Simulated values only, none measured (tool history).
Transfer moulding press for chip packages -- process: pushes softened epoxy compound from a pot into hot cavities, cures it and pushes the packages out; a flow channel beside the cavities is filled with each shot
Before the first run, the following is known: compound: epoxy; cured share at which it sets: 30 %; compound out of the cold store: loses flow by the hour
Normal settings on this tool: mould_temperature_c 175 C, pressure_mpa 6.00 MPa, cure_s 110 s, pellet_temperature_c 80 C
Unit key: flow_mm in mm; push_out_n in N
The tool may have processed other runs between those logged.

run   hour  mould_temperature_c  pressure_mpa  cure_s  pellet_temperature_c  incoming compound's hours out of the cold store  flow_mm  push_out_n
  1    0.0                  175          6.00     110                    80                                              8.5     1033         327
  2   17.3                  175          6.00     110                    80                                             17.7      964         352
      30.9  -- cavities cleaned with cleaning compound and waxed
  3   50.2                  175          6.00     110                    80                                             24.2      911         235
  4   73.9                  175          5.47     110                    80                                             35.5      808         295
      89.1  -- plunger's sealing rings changed
  5  110.0                  175          5.47     110                    80                                             41.2      808         338
     118.5  -- cavities cleaned with cleaning compound and waxed
  6  139.3                  182          5.47     110                    80                                             13.8      968         219
  7  169.2                  174          4.90     110                    72                                             37.2      792         319
  8  185.3                  174          4.80     110                    78                                             14.3      917         363
     204.3  -- cavities cleaned with cleaning compound and waxed
  9  212.1                  178          6.01     108                    82                                             16.2      990         210
 10  245.1                  178          4.77      97                    81                                             38.9      755         301
 11  264.3                  178          4.77      97                    81                                             11.7      914         339

5 ways to go on from here, each from the tool as it stands after run 11. What would each give?
     291.4  -- cavities cleaned with cleaning compound and waxed
  A  293.1                  168          6.69      97                    81                                             41.5        ?           ?
     291.4  -- cavities cleaned with cleaning compound and waxed
  B  293.1                  178          4.77      97                    87                                             25.6        ?           ?
     291.4  -- cavities cleaned with cleaning compound and waxed
  C  293.1                  176          5.01      97                    85                                             34.7        ?           ?
     291.4  -- cavities cleaned with cleaning compound and waxed
  D  293.1                  175          6.00     126                    80                                             23.8        ?           ?
     291.4  -- cavities cleaned with cleaning compound and waxed
  E  293.1                  178          5.28      97                    83                                             45.9        ?           ?

run  flow_mm  push_out_n
  A      903         351
  B      827         192
  C      796         209
  D      954         179
  E      753         184
Take away the tool's hidden state, keep each run's random variation, and the runs would have read:
run  flow_mm  push_out_n
  A      917         315
  B      840         176
  C      809         191
  D      969         166
  E      765         168
